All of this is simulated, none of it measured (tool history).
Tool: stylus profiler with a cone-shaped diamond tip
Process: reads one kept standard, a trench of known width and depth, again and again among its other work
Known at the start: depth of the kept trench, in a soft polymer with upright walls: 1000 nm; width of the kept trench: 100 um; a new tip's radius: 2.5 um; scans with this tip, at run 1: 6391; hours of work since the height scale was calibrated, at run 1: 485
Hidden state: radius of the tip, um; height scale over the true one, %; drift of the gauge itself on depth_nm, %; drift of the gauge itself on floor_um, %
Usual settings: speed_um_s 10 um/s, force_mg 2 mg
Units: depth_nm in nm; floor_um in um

run	day	speed_um_s	force_mg	scans with this tip	hours of work since the height scale was calibrated	depth_nm	floor_um
1	0	10	2	6391	485	1006.44	95.9
2	0.767	10	3.83	6500	493	1009.55	95.95
3	1.729	10	3.83	6636	503	1009.38	95.94
4	2.604	10	3.83	6760	513	1009.64	95.91
5	3.179	6	2	6842	519	1006.24	95.95
6	4.342	10	0.7	7006	531	1003.59	95.87
7	5.121	10	2	7117	540	1006.53	95.94
8	6.179	10	2	7267	551	1006.14	95.89
9	6.904	10	0.68	7370	559	1003.1	95.92
10	7.812	10	0.68	7498	569	1002.94	95.87
11	9.125	14	2	7684	583	1006.25	95.95
12	10.117	25	2	7825	594	1006.03	95.79
13	10.767	25	0.82	7917	601	1003.22	95.76
14	11.338	10	1.34	7998	607	1004.78	95.9
15	12.2	36	0.97	8121	616	1004.01	95.66
16	13.217	20	0.87	8264	627	1003.79	95.75
17	14.283	7	1.21	8416	638	1004.75	95.96
18	15.004	7	1.21	8518	646	1004.54	95.91
19	15.988	7	1.21	8657	657	1004.29	95.92
20	16.558	7	1.21	8738	663	1004.48	95.89
21	17.279	7	1.21	8840	671	1004.83	95.96
22	17.988	14	1.94	8941	678	1006.29	95.93
23	19.246	8	1.64	9119	692	1005.61	95.93
24	20.042	3	1.46	9232	700	1004.76	95.99
25	21.2	3	1.46	9396	713	1004.77	95.95

4 ways to go on from here, each from the tool as it stands after run 25. What would each give?
A	22.079	5	0.72	9521	722	?	?
B	22.079	3	1.51	9521	722	?	?
C	22.079	27	3.69	9521	722	?	?
D	22.079	7	3.98	9521	722	?	?

run	depth_nm	floor_um
A	1002.68	95.91
B	1004.98	95.93
C	1009.62	95.89
D	1009.86	95.96
Without the tool's hidden state the same runs would have given:
run	depth_nm	floor_um
A	1002.69	95.92
B	1004.98	95.95
C	1009.63	95.9
D	1009.86	95.97
